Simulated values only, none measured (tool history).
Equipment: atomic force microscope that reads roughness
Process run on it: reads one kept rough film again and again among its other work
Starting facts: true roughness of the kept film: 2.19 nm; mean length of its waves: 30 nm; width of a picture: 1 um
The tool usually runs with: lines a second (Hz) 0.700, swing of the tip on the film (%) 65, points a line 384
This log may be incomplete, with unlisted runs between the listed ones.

run	hour	lines a second (Hz)	swing of the tip on the film (%)	points a line	roughness of the kept film (nm (root mean square))
1	0.0	0.700	65	384	1.984
2	11.4	0.700	65	257	1.990
3	18.9	0.700	65	257	1.968
4	32.9	0.700	65	257	1.973
5	41.8	0.700	65	257	1.975
6	50.4	0.700	65	257	1.966
7	57.1	0.700	65	257	1.971
8	65.8	0.700	65	257	1.976
9	72.2	1.164	65	257	1.933
10	82.4	0.700	81	384	1.912
11	97.1	0.700	81	384	1.922
12	104.1	0.700	74	384	1.937
13	113.6	0.700	74	384	1.973
14	120.5	0.700	74	384	1.940
15	135.3	0.700	65	384	1.965
16	145.4	0.700	65	384	1.989
17	153.3	0.700	65	384	1.987
18	161.2	0.700	65	384	1.976
19	170.2	3.232	65	384	1.829
20	181.1	0.700	82	384	1.900
21	195.5	0.700	82	384	1.931
22	204.9	0.700	82	384	1.917
23	218.6	0.700	65	384	1.979
24	227.0	0.700	68	384	1.970
25	234.1	0.700	68	384	1.974
# hour 239.6: new tip fitted
26	245.5	0.700	68	384	1.982
27	256.0	0.700	68	384	1.981
28	263.0	0.700	68	384	1.985
29	275.9	0.700	65	445	1.995
30	283.8	0.700	71	752	1.976
31	291.4	0.674	64	922	2.013
32	299.2	0.674	64	922	2.012
33	306.3	0.700	68	378	1.978
34	315.6	0.917	65	384	1.991
35	327.2	0.917	65	384	1.948
36	339.6	1.501	65	421	1.935
37	349.0	3.058	64	975	1.873
38	361.6	3.058	64	975	1.863
39	373.9	1.008	65	429	1.944
40	380.2	1.008	65	429	1.955
41	391.7	0.700	88	424	1.904
42	402.5	0.939	57	581	2.001
43	417.4	0.668	63	334	1.992
44	431.9	0.700	76	518	1.957
45	442.7	0.700	68	384	1.982
46	455.1	3.894	67	585	1.771
47	463.3	0.700	80	498	1.934
48	471.3	0.655	65	439	2.002
# hour 478.8: new tip fitted
49	483.3	0.655	59	438	2.032
50	492.6	0.700	65	937	2.014
51	500.6	0.953	65	331	1.973
52	509.2	0.953	62	949	2.005
53	522.4	1.121	78	800	1.894

What if the next run were any one of these 3? Each begins from the tool's condition after run 53:
A	529.4	0.544	65	674	?
B	529.4	1.121	59	800	?
C	529.4	1.121	62	800	?

run	roughness of the kept film (nm (root mean square))
A	2.002
B	1.995
C	1.970
Without the tool's unlogged condition, the same runs would have read:
run	roughness of the kept film (nm (root mean square))
A	2.004
B	1.997
C	1.972

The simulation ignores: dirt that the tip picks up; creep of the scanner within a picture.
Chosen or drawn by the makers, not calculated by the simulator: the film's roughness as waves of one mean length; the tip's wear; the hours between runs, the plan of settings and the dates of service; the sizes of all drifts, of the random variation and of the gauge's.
